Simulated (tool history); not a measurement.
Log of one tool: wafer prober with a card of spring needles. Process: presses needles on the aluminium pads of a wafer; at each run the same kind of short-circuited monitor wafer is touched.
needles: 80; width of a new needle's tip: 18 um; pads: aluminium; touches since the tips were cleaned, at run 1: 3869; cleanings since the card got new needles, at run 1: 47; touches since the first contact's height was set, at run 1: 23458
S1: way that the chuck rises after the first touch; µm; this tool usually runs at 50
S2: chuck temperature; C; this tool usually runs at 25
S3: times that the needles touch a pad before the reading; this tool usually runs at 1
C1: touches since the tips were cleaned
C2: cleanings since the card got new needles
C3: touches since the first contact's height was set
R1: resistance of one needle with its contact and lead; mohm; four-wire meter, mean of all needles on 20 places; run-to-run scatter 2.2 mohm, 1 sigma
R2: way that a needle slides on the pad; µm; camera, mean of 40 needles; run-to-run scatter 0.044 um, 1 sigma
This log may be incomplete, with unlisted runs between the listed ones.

run	day	S1	S2	S3	C1	C2	C3	R1	R2
1	0	50	25	1	3869	47	23458	252	11.81
# day 0.212: tips cleaned on abrasive film
2	0.388	50	25	1	3169	48	30395	255	11.79
# day 0.638: tips cleaned on abrasive film
3	0.671	50	25	3	578	49	35427	254	11.73
# day 1.042: tips cleaned on abrasive film
4	1.188	52	25	3	2659	50	44689	248	12.17
# day 1.479: tips cleaned on abrasive film
5	1.675	52	25	3	3528	51	53401	245	12.16
# day 1.892: tips cleaned on abrasive film
6	2.088	52	25	3	3537	52	60825	252	12.14
# day 2.312: tips cleaned on abrasive film
7	2.508	52	25	3	3545	53	68375	250	12.18
# day 2.742: tips cleaned on abrasive film
8	2.833	52	25	3	1703	54	74161	248	12.2
# day 3.154: tips cleaned on abrasive film
9	3.154	50	56	1	0	55	79876	255	11.68
10	3.442	50	56	1	5173	55	85049	259	11.67
# day 3.571: tips cleaned on abrasive film
# day 4.012: tips cleaned on abrasive film
11	4.079	40	59	3	1230	57	96441	261	9.34
# day 4.446: tips cleaned on abrasive film
12	4.488	40	41	3	763	58	103718	261	9.33
13	4.783	49	37	3	6154	58	109109	254	11.41
# day 4.846: tips cleaned on abrasive film
14	5.138	49	37	3	5280	59	115431	251	11.42
# day 5.271: tips cleaned on abrasive film
15	5.542	45	40	1	4898	60	122675	254	10.54
# day 5.683: tips cleaned on abrasive film
16	5.933	45	40	1	4521	61	129651	261	10.43
# day 6.088: tips cleaned on abrasive film
17	6.338	45	40	1	4520	62	136900	253	10.48

What does the tool deliver on the next run?
# day 6.512: tips cleaned on abrasive film
18	6.862	45	40	1	6341	63	146300	?	?

{"run 18": {"R1": 257, "R2": 10.43}}
Minus the tool's unlogged condition, the same run would have read R1 256 mohm, R2 10.56 µm.
